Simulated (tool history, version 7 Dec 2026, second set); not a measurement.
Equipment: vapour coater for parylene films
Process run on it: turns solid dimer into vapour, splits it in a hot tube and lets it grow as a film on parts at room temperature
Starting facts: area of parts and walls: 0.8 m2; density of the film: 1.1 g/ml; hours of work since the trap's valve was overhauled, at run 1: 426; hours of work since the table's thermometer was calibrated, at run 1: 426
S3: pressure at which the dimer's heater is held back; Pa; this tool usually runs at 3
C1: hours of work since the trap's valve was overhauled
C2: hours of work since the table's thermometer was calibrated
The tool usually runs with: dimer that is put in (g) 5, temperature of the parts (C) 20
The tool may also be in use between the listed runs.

{"run": 1, "hour": 0.0, "dimer that is put in (g)": 5, "temperature of the parts (C)": 20, "S3": 3, "C1": 426, "C2": 426, "thickness of the film (um)": 4.19}
{"run": 2, "hour": 28.9, "dimer that is put in (g)": 5, "temperature of the parts (C)": 20, "S3": 3, "C1": 442, "C2": 442, "thickness of the film (um)": 4.21}
{"run": 3, "hour": 58.1, "dimer that is put in (g)": 5, "temperature of the parts (C)": 20, "S3": 3, "C1": 457, "C2": 457, "thickness of the film (um)": 4.18}
{"run": 4, "hour": 97.3, "dimer that is put in (g)": 5, "temperature of the parts (C)": 20, "S3": 3, "C1": 478, "C2": 478, "thickness of the film (um)": 4.24}
{"run": 5, "hour": 154.5, "dimer that is put in (g)": 2, "temperature of the parts (C)": 20, "S3": 3, "C1": 509, "C2": 509, "thickness of the film (um)": 1.69}
{"run": 6, "hour": 211.9, "dimer that is put in (g)": 2, "temperature of the parts (C)": 20, "S3": 3, "C1": 539, "C2": 539, "thickness of the film (um)": 1.61}
{"run": 7, "hour": 268.5, "dimer that is put in (g)": 2, "temperature of the parts (C)": 20, "S3": 3, "C1": 569, "C2": 569, "thickness of the film (um)": 1.64}
{"run": 8, "hour": 316.7, "dimer that is put in (g)": 2, "temperature of the parts (C)": 20, "S3": 3, "C1": 595, "C2": 595, "thickness of the film (um)": 1.61}
{"run": 9, "hour": 351.6, "dimer that is put in (g)": 2, "temperature of the parts (C)": 20, "S3": 3, "C1": 614, "C2": 614, "thickness of the film (um)": 1.6}
{"hour": 386.7, "done": "trap's valve overhauled"}
{"run": 10, "hour": 392.8, "dimer that is put in (g)": 5, "temperature of the parts (C)": 20, "S3": 9.67, "C1": 3, "C2": 634, "thickness of the film (um)": 4.25}
{"run": 11, "hour": 427.4, "dimer that is put in (g)": 5, "temperature of the parts (C)": 20, "S3": 9.67, "C1": 22, "C2": 652, "thickness of the film (um)": 4.23}
{"run": 12, "hour": 469.2, "dimer that is put in (g)": 5, "temperature of the parts (C)": 20, "S3": 3, "C1": 44, "C2": 674, "thickness of the film (um)": 4.65}
{"run": 13, "hour": 513.9, "dimer that is put in (g)": 5, "temperature of the parts (C)": 22, "S3": 3, "C1": 68, "C2": 698, "thickness of the film (um)": 4.29}
{"run": 14, "hour": 555.7, "dimer that is put in (g)": 5, "temperature of the parts (C)": 20, "S3": 3, "C1": 90, "C2": 720, "thickness of the film (um)": 4.6}
{"run": 15, "hour": 603.7, "dimer that is put in (g)": 5, "temperature of the parts (C)": 20, "S3": 3, "C1": 116, "C2": 746, "thickness of the film (um)": 4.66}
{"run": 16, "hour": 663.6, "dimer that is put in (g)": 5, "temperature of the parts (C)": 20, "S3": 3, "C1": 148, "C2": 778, "thickness of the film (um)": 4.61}
{"run": 17, "hour": 697.5, "dimer that is put in (g)": 5, "temperature of the parts (C)": 20, "S3": 3, "C1": 166, "C2": 796, "thickness of the film (um)": 4.53}
{"run": 18, "hour": 749.5, "dimer that is put in (g)": 5, "temperature of the parts (C)": 20, "S3": 3, "C1": 193, "C2": 824, "thickness of the film (um)": 4.55}
{"run": 19, "hour": 781.3, "dimer that is put in (g)": 5, "temperature of the parts (C)": 20, "S3": 3, "C1": 210, "C2": 841, "thickness of the film (um)": 4.5}
{"run": 20, "hour": 844.1, "dimer that is put in (g)": 5, "temperature of the parts (C)": 20, "S3": 3, "C1": 244, "C2": 874, "thickness of the film (um)": 4.48}
{"run": 21, "hour": 912.4, "dimer that is put in (g)": 5, "temperature of the parts (C)": 20, "S3": 3, "C1": 280, "C2": 911, "thickness of the film (um)": 4.41}
{"run": 22, "hour": 970.1, "dimer that is put in (g)": 5, "temperature of the parts (C)": 20, "S3": 3, "C1": 311, "C2": 941, "thickness of the film (um)": 4.47}
{"run": 23, "hour": 1038.7, "dimer that is put in (g)": 5, "temperature of the parts (C)": 20, "S3": 3, "C1": 348, "C2": 978, "thickness of the film (um)": 4.28}
{"run": 24, "hour": 1077.9, "dimer that is put in (g)": 5, "temperature of the parts (C)": 20, "S3": 3, "C1": 369, "C2": 999, "thickness of the film (um)": 4.34}
{"run": 25, "hour": 1120.2, "dimer that is put in (g)": 5, "temperature of the parts (C)": 32, "S3": 3, "C1": 391, "C2": 1021, "thickness of the film (um)": 2.93}
{"run": 26, "hour": 1177.6, "dimer that is put in (g)": 8, "temperature of the parts (C)": 20, "S3": 4.49, "C1": 422, "C2": 1052, "thickness of the film (um)": 6.56}
{"run": 27, "hour": 1209.0, "dimer that is put in (g)": 8, "temperature of the parts (C)": 20, "S3": 4.49, "C1": 438, "C2": 1069, "thickness of the film (um)": 6.59}
{"run": 28, "hour": 1264.3, "dimer that is put in (g)": 8, "temperature of the parts (C)": 20, "S3": 4.49, "C1": 468, "C2": 1098, "thickness of the film (um)": 6.54}
{"run": 29, "hour": 1307.3, "dimer that is put in (g)": 7, "temperature of the parts (C)": 15, "S3": 3, "C1": 491, "C2": 1121, "thickness of the film (um)": 6.92}
{"run": 30, "hour": 1357.2, "dimer that is put in (g)": 3, "temperature of the parts (C)": 23, "S3": 3.04, "C1": 517, "C2": 1148, "thickness of the film (um)": 2.32}
{"run": 31, "hour": 1386.7, "dimer that is put in (g)": 2, "temperature of the parts (C)": 22, "S3": 5.01, "C1": 533, "C2": 1163, "thickness of the film (um)": 1.51}
{"run": 32, "hour": 1439.8, "dimer that is put in (g)": 2, "temperature of the parts (C)": 22, "S3": 5.01, "C1": 562, "C2": 1192, "thickness of the film (um)": 1.53}
{"run": 33, "hour": 1508.0, "dimer that is put in (g)": 2, "temperature of the parts (C)": 22, "S3": 5.01, "C1": 598, "C2": 1228, "thickness of the film (um)": 1.45}
{"run": 34, "hour": 1549.2, "dimer that is put in (g)": 2, "temperature of the parts (C)": 22, "S3": 5.01, "C1": 620, "C2": 1250, "thickness of the film (um)": 1.44}
{"hour": 1577.0, "done": "trap's valve overhauled"}
{"run": 35, "hour": 1606.6, "dimer that is put in (g)": 5, "temperature of the parts (C)": 23, "S3": 2.48, "C1": 16, "C2": 1279, "thickness of the film (um)": 4.49}
{"run": 36, "hour": 1641.8, "dimer that is put in (g)": 5, "temperature of the parts (C)": 23, "S3": 2.48, "C1": 35, "C2": 1297, "thickness of the film (um)": 4.35}
{"run": 37, "hour": 1711.0, "dimer that is put in (g)": 5, "temperature of the parts (C)": 23, "S3": 2.48, "C1": 71, "C2": 1334, "thickness of the film (um)": 4.33}
{"run": 38, "hour": 1773.8, "dimer that is put in (g)": 5, "temperature of the parts (C)": 23, "S3": 2.48, "C1": 105, "C2": 1368, "thickness of the film (um)": 4.34}
{"run": 39, "hour": 1823.6, "dimer that is put in (g)": 5, "temperature of the parts (C)": 26, "S3": 3, "C1": 131, "C2": 1394, "thickness of the film (um)": 3.89}
{"run": 40, "hour": 1852.4, "dimer that is put in (g)": 5, "temperature of the parts (C)": 30, "S3": 4.15, "C1": 147, "C2": 1410, "thickness of the film (um)": 3.28}
{"run": 41, "hour": 1905.0, "dimer that is put in (g)": 5, "temperature of the parts (C)": 15, "S3": 3.38, "C1": 175, "C2": 1438, "thickness of the film (um)": 5.36}
{"run": 42, "hour": 1947.0, "dimer that is put in (g)": 5, "temperature of the parts (C)": 15, "S3": 3.38, "C1": 197, "C2": 1460, "thickness of the film (um)": 5.32}
{"run": 43, "hour": 1975.8, "dimer that is put in (g)": 5, "temperature of the parts (C)": 22, "S3": 3.18, "C1": 213, "C2": 1475, "thickness of the film (um)": 4.23}
{"run": 44, "hour": 2026.2, "dimer that is put in (g)": 3, "temperature of the parts (C)": 27, "S3": 2.4, "C1": 240, "C2": 1502, "thickness of the film (um)": 2.25}
{"run": 45, "hour": 2071.1, "dimer that is put in (g)": 4, "temperature of the parts (C)": 27, "S3": 2.4, "C1": 263, "C2": 1526, "thickness of the film (um)": 2.96}
{"run": 46, "hour": 2138.1, "dimer that is put in (g)": 5, "temperature of the parts (C)": 13, "S3": 2.42, "C1": 299, "C2": 1562, "thickness of the film (um)": 5.17}

Branching from run 46: 5 alternative next runs. What would each branch give?
{"run": "A", "hour": 2198.2, "dimer that is put in (g)": 5, "temperature of the parts (C)": 20, "S3": 2.42, "C1": 331, "C2": 1594, "thickness of the film (um)": "?"}
{"run": "B", "hour": 2198.2, "dimer that is put in (g)": 2, "temperature of the parts (C)": 15, "S3": 5.99, "C1": 331, "C2": 1594, "thickness of the film (um)": "?"}
{"run": "C", "hour": 2198.2, "dimer that is put in (g)": 2, "temperature of the parts (C)": 26, "S3": 11.31, "C1": 331, "C2": 1594, "thickness of the film (um)": "?"}
{"run": "D", "hour": 2198.2, "dimer that is put in (g)": 5, "temperature of the parts (C)": 12, "S3": 3, "C1": 331, "C2": 1594, "thickness of the film (um)": "?"}
{"run": "E", "hour": 2198.2, "dimer that is put in (g)": 2, "temperature of the parts (C)": 20, "S3": 3, "C1": 331, "C2": 1594, "thickness of the film (um)": "?"}

run=A thickness_of_the_film_(um)=4.55
run=B thickness_of_the_film_(um)=1.93
run=C thickness_of_the_film_(um)=1.32
run=D thickness_of_the_film_(um)=5.12
run=E thickness_of_the_film_(um)=1.75
Take away the tool's hidden state, keep each run's random variation, and the runs would have read:
run=A thickness_of_the_film_(um)=4.8
run=B thickness_of_the_film_(um)=2.03
run=C thickness_of_the_film_(um)=1.39
run=D thickness_of_the_film_(um)=5.55
run=E thickness_of_the_film_(um)=1.85

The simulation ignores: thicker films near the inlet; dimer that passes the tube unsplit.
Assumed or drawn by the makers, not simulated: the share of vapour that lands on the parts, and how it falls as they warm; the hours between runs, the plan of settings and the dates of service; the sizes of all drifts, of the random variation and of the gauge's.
